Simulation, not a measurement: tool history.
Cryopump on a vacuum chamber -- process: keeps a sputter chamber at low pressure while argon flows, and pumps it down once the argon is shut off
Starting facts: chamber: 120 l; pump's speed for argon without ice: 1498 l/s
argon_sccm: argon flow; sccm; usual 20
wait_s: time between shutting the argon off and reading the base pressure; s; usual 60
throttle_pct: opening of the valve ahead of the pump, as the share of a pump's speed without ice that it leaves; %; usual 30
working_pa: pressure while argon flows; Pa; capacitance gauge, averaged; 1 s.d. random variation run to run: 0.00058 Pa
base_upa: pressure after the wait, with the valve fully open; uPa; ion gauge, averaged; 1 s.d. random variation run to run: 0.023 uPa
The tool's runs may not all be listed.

| run | hour | argon_sccm | wait_s | throttle_pct | working_pa | base_upa |
|---|---|---|---|---|---|---|
| 1 | 0 | 20 | 60 | 30 | 0.0765 | 1.19 |
| 2 | 21.6 | 20 | 60 | 30 | 0.0768 | 1.19 |
| 3 | 61 | 20 | 60 | 30 | 0.0772 | 1.27 |
| 4 | 87.8 | 20 | 45 | 30 | 0.0768 | 1.53 |
| 5 | 113.1 | 20 | 60 | 30 | 0.0772 | 1.32 |
| 6 | 149.9 | 20 | 60 | 28 | 0.083 | 1.38 |
| 7 | 170.8 | 20 | 60 | 28 | 0.0853 | 1.42 |
| 8 | 201 | 20 | 60 | 26 | 0.0916 | 1.5 |
| 9 | 222 | 16 | 60 | 30 | 0.0636 | 1.54 |
| 10 | 253.2 | 16 | 60 | 30 | 0.0635 | 1.57 |
| 11 | 285.8 | 16 | 60 | 30 | 0.0632 | 1.61 |
| 12 | 314.8 | 20 | 145 | 30 | 0.0797 | 1.38 |
|  | 351 | pump warmed up, emptied and cooled again |
| 13 | 366.1 | 20 | 68 | 30 | 0.0757 | 1.49 |
| 14 | 394.9 | 20 | 68 | 30 | 0.0763 | 1.54 |
| 15 | 427.9 | 21 | 22 | 21 | 0.1125 | 2.62 |
| 16 | 457.4 | 14 | 176 | 36 | 0.0443 | 1.29 |
| 17 | 503.8 | 14 | 176 | 41 | 0.0397 | 1.38 |
| 18 | 530.1 | 14 | 33 | 17 | 0.0945 | 2.25 |
| 19 | 574.5 | 14 | 60 | 25 | 0.065 | 1.87 |
| 20 | 596 | 20 | 87 | 39 | 0.0594 | 1.76 |
| 21 | 617.3 | 20 | 87 | 39 | 0.0614 | 1.83 |
| 22 | 643.6 | 20 | 161 | 30 | 0.0789 | 1.61 |
| 23 | 672.7 | 20 | 47 | 30 | 0.079 | 2.28 |
| 24 | 709.1 | 20 | 60 | 16 | 0.1461 | 2.16 |
| 25 | 738 | 10 | 206 | 35 | 0.0336 | 1.83 |
| 26 | 769.3 | 10 | 206 | 35 | 0.0344 | 1.89 |
| 27 | 812.6 | 22 | 60 | 36 | 0.0742 | 2.34 |

Forecast each of these 4 alternatives for the next run:
|  | 832.3 | pump warmed up, emptied and cooled again |
| A | 841.9 | 20 | 25 | 40 | ? | ? |
|  | 832.3 | pump warmed up, emptied and cooled again |
| B | 841.9 | 25 | 238 | 30 | ? | ? |
|  | 832.3 | pump warmed up, emptied and cooled again |
| C | 841.9 | 25 | 255 | 30 | ? | ? |
|  | 832.3 | pump warmed up, emptied and cooled again |
| D | 841.9 | 33 | 167 | 30 | ? | ? |

| run | working_pa | base_upa |
|---|---|---|
| A | 0.0569 | 2.93 |
| B | 0.0929 | 1.68 |
| C | 0.0948 | 1.66 |
| D | 0.1249 | 1.72 |
What these runs would have given with no unlogged condition in the tool:
| run | working_pa | base_upa |
|---|---|---|
| A | 0.0564 | 1.62 |
| B | 0.0923 | 0.35 |
| C | 0.0942 | 0.35 |
| D | 0.1241 | 0.41 |
